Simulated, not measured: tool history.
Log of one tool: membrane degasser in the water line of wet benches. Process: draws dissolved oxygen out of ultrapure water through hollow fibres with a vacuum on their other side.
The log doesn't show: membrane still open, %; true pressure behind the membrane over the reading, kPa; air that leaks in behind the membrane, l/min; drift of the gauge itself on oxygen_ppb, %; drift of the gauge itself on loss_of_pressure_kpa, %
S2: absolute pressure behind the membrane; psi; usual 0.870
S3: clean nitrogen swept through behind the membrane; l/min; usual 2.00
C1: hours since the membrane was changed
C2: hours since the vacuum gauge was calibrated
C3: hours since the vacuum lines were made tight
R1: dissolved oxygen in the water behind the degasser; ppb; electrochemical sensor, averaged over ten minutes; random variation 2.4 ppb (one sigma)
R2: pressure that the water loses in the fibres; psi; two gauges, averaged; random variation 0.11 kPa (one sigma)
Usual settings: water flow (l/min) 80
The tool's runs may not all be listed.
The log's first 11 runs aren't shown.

{"run": 12, "day": 18.433, "water flow (l/min)": 80, "S2": 0.87, "S3": 0.95, "C1": 1559, "C2": 1925, "C3": 5168, "R1": 484.8, "R2": 4.412}
{"run": 13, "day": 19.875, "water flow (l/min)": 80, "S2": 0.87, "S3": 0.95, "C1": 1593, "C2": 1960, "C3": 5202, "R1": 486.7, "R2": 4.431}
{"run": 14, "day": 21.875, "water flow (l/min)": 118, "S2": 0.87, "S3": 2.0, "C1": 1641, "C2": 2008, "C3": 5250, "R1": 528.3, "R2": 6.47}
{"run": 15, "day": 23.129, "water flow (l/min)": 118, "S2": 0.87, "S3": 2.0, "C1": 1671, "C2": 2038, "C3": 5280, "R1": 518.8, "R2": 6.474}
{"run": 16, "day": 24.254, "water flow (l/min)": 118, "S2": 0.87, "S3": 2.0, "C1": 1698, "C2": 2065, "C3": 5307, "R1": 521.2, "R2": 6.541}
{"run": 17, "day": 25.254, "water flow (l/min)": 118, "S2": 0.87, "S3": 2.0, "C1": 1722, "C2": 2089, "C3": 5332, "R1": 522.8, "R2": 6.515}
{"run": 18, "day": 27.4, "water flow (l/min)": 118, "S2": 0.87, "S3": 2.0, "C1": 1774, "C2": 2140, "C3": 5383, "R1": 522.2, "R2": 6.515}
{"run": 19, "day": 28.462, "water flow (l/min)": 118, "S2": 0.87, "S3": 2.0, "C1": 1799, "C2": 2166, "C3": 5408, "R1": 520.7, "R2": 6.521}
{"run": 20, "day": 29.967, "water flow (l/min)": 66, "S2": 0.87, "S3": 1.65, "C1": 1835, "C2": 2202, "C3": 5445, "R1": 298.8, "R2": 3.648}
{"day": 30.104, "done": "vacuum gauge calibrated"}
{"run": 21, "day": 32.025, "water flow (l/min)": 66, "S2": 1.733, "S3": 1.97, "C1": 1884, "C2": 46, "C3": 5493, "R1": 642.9, "R2": 3.661}
{"run": 22, "day": 34.112, "water flow (l/min)": 111, "S2": 0.994, "S3": 2.0, "C1": 1934, "C2": 96, "C3": 5544, "R1": 576.3, "R2": 6.141}
{"day": 34.567, "done": "vacuum gauge calibrated, once more"}
{"run": 23, "day": 35.592, "water flow (l/min)": 111, "S2": 0.994, "S3": 2.16, "C1": 1969, "C2": 25, "C3": 5579, "R1": 537.0, "R2": 6.148}
{"run": 24, "day": 37.333, "water flow (l/min)": 111, "S2": 0.994, "S3": 2.16, "C1": 2011, "C2": 66, "C3": 5620, "R1": 544.9, "R2": 6.164}
{"run": 25, "day": 39.3, "water flow (l/min)": 113, "S2": 1.504, "S3": 5.26, "C1": 2058, "C2": 114, "C3": 5668, "R1": 533.7, "R2": 6.245}
{"run": 26, "day": 40.583, "water flow (l/min)": 106, "S2": 1.504, "S3": 5.8, "C1": 2089, "C2": 144, "C3": 5698, "R1": 466.8, "R2": 5.854}
{"run": 27, "day": 41.525, "water flow (l/min)": 115, "S2": 0.87, "S3": 3.99, "C1": 2112, "C2": 167, "C3": 5721, "R1": 387.7, "R2": 6.344}
{"run": 28, "day": 43.579, "water flow (l/min)": 115, "S2": 0.87, "S3": 3.99, "C1": 2161, "C2": 216, "C3": 5770, "R1": 381.1, "R2": 6.335}
{"run": 29, "day": 45.204, "water flow (l/min)": 80, "S2": 1.432, "S3": 2.0, "C1": 2200, "C2": 255, "C3": 5809, "R1": 610.1, "R2": 4.445}
{"run": 30, "day": 47.212, "water flow (l/min)": 80, "S2": 1.432, "S3": 2.0, "C1": 2248, "C2": 304, "C3": 5858, "R1": 608.1, "R2": 4.418}
{"run": 31, "day": 48.196, "water flow (l/min)": 80, "S2": 1.432, "S3": 2.0, "C1": 2272, "C2": 327, "C3": 5881, "R1": 601.4, "R2": 4.444}

4 ways to go on from here, each from the tool as it stands after run 31. What would each give?
{"run": "A", "day": 50.367, "water flow (l/min)": 66, "S2": 1.432, "S3": 1.79, "C1": 2324, "C2": 379, "C3": 5933, "R1": "?", "R2": "?"}
{"run": "B", "day": 50.367, "water flow (l/min)": 62, "S2": 1.432, "S3": 2.0, "C1": 2324, "C2": 379, "C3": 5933, "R1": "?", "R2": "?"}
{"run": "C", "day": 50.367, "water flow (l/min)": 106, "S2": 0.761, "S3": 1.47, "C1": 2324, "C2": 379, "C3": 5933, "R1": "?", "R2": "?"}
{"run": "D", "day": 50.367, "water flow (l/min)": 128, "S2": 1.432, "S3": 2.7, "C1": 2324, "C2": 379, "C3": 5933, "R1": "?", "R2": "?"}

run=A R1=543.8 R2=3.664
run=B R1=474.8 R2=3.440
run=C R1=441.6 R2=5.851
run=D R1=820.2 R2=7.079
Without the tool's hidden state the same runs would have given:
run=A R1=540.2 R2=3.638
run=B R1=471.5 R2=3.416
run=C R1=434.7 R2=5.812
run=D R1=813.1 R2=7.030
